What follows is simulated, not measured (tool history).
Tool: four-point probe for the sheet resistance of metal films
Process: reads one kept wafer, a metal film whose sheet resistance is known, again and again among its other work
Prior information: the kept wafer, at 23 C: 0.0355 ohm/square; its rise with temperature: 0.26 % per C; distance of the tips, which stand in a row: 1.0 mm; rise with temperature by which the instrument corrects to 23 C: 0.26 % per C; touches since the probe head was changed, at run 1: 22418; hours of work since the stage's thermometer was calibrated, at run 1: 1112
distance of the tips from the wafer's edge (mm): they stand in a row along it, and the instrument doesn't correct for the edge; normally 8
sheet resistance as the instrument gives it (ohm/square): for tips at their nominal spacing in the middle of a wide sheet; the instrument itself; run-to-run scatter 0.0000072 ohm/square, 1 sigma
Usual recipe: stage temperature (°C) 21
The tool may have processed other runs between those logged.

run    hour  stage temperature (°C)  distance of the tips from the wafer's edge (mm)  touches since the probe head was changed  hours of work since the stage's thermometer was calibrated  sheet resistance as the instrument gives it (ohm/square)
  1       0                      21                                                8                                     22418                                                        1112                                                    0.0358
  2      21                      21                                               39                                     22802                                                        1127                                                  0.035501
  3    49.2                      21                                                8                                     23317                                                        1146                                                  0.035801
  4    89.7                      21                                                8                                     24057                                                        1174                                                  0.035799
  5   129.1                      21                                                8                                     24779                                                        1202                                                  0.035787
  6   151.5                      21                                               68                                     25187                                                        1217                                                  0.035483
  7   179.4                      21                                               68                                     25698                                                        1236                                                  0.035493
  8   208.2                      21                                               28                                     26224                                                        1256                                                  0.035524
  9   235.6                      32                                               28                                     26726                                                        1275                                                   0.03555
 10   280.4                      32                                               28                                     27545                                                        1306                                                  0.035556
 11   314.7                      21                                                8                                     28173                                                        1330                                                  0.035789
 12   347.4                      21                                                8                                     28769                                                        1353                                                  0.035799
 13   393.2                      18                                                8                                     29607                                                        1384                                                  0.035794
 14   419.5                      18                                                8                                     30089                                                        1403                                                  0.035785
 15     452                      21                                               44                                     30682                                                        1425                                                  0.035517
 16   486.9                      21                                               44                                     31321                                                        1449                                                  0.035507
 17   522.2                      21                                                8                                     31966                                                        1474                                                  0.035794
 18   562.1                      21                                                8                                     32696                                                        1501                                                  0.035795
 19   582.7                      21                                                8                                     33073                                                        1515                                                  0.035798
 20   626.7                      21                                                8                                     33877                                                        1546                                                  0.035791
 21   673.2                      24                                                8                                     34727                                                        1578                                                  0.035805
 22   712.8                      24                                                8                                     35450                                                        1605                                                  0.035813
 23   755.6                      24                                                8                                     36233                                                        1635                                                    0.0358
 24   783.9                      24                                                8                                     36751                                                        1655                                                  0.035815
 25   827.5                      24                                                8                                     37548                                                        1685                                                  0.035778
 26   868.7                      29                                                3                                     38303                                                        1713                                                  0.037519
 27   912.9                      19                                               10                                     39109                                                        1744                                                  0.035682
 28   941.3                      23                                                8                                     39629                                                        1764                                                  0.035803
 29   981.8                      24                                               70                                     40369                                                        1792                                                  0.035498
 30  1010.2                      24                                               50                                     40888                                                        1811                                                  0.035512
 31  1044.9                      24                                               50                                     41523                                                        1835                                                   0.03552
 32  1078.2                      24                                               50                                     42132                                                        1858                                                  0.035525
 33  1108.8                      23                                                4                                     42692                                                        1879                                                  0.036653
 34  1129.2                      21                                                4                                     43064                                                        1894                                                  0.036657
 35  1149.5                      21                                               74                                     43436                                                        1908                                                  0.035498
 36  1192.3                      32                                               30                                     44219                                                        1937                                                  0.035547
 37  1227.3                      32                                               30                                     44858                                                        1961                                                  0.035535
     1245.3  -- stage's thermometer calibrated
 38  1264.2                      20                                               47                                     45525                                                          13                                                  0.035491
 39  1288.7                      28                                               21                                     45972                                                          30                                                  0.035566
 40  1335.8                      21                                               59                                     46833                                                          63                                                  0.035509
 41    1376                      35                                               21                                     47568                                                          90                                                  0.035574
 42  1421.6                      21                                               30                                     48401                                                         122                                                   0.03551
 43  1469.2                      23                                               70                                     49272                                                         155                                                  0.035511
 44  1489.7                      22                                               30                                     49647                                                         169                                                  0.035513
 45  1516.1                      21                                               69                                     50130                                                         187                                                  0.035498
 46  1561.5                      27                                                9                                     50960                                                         219                                                  0.035749

Alternative continuations, all from the tool just after run 46; predict every row:
  A  1591.5                      27                                                9                                     51509                                                         240                                                         ?
  B  1591.5                      31                                                8                                     51509                                                         240                                                         ?
  C  1591.5                      28                                               22                                     51509                                                         240                                                         ?

run  sheet resistance as the instrument gives it (ohm/square)
  A                                                  0.035751
  B                                                  0.035828
  C                                                  0.035554
The same runs, with their run-to-run variation unchanged, on a tool lacking any hidden condition would have given:
run  sheet resistance as the instrument gives it (ohm/square)
  A                                                  0.035748
  B                                                  0.035825
  C                                                  0.035551
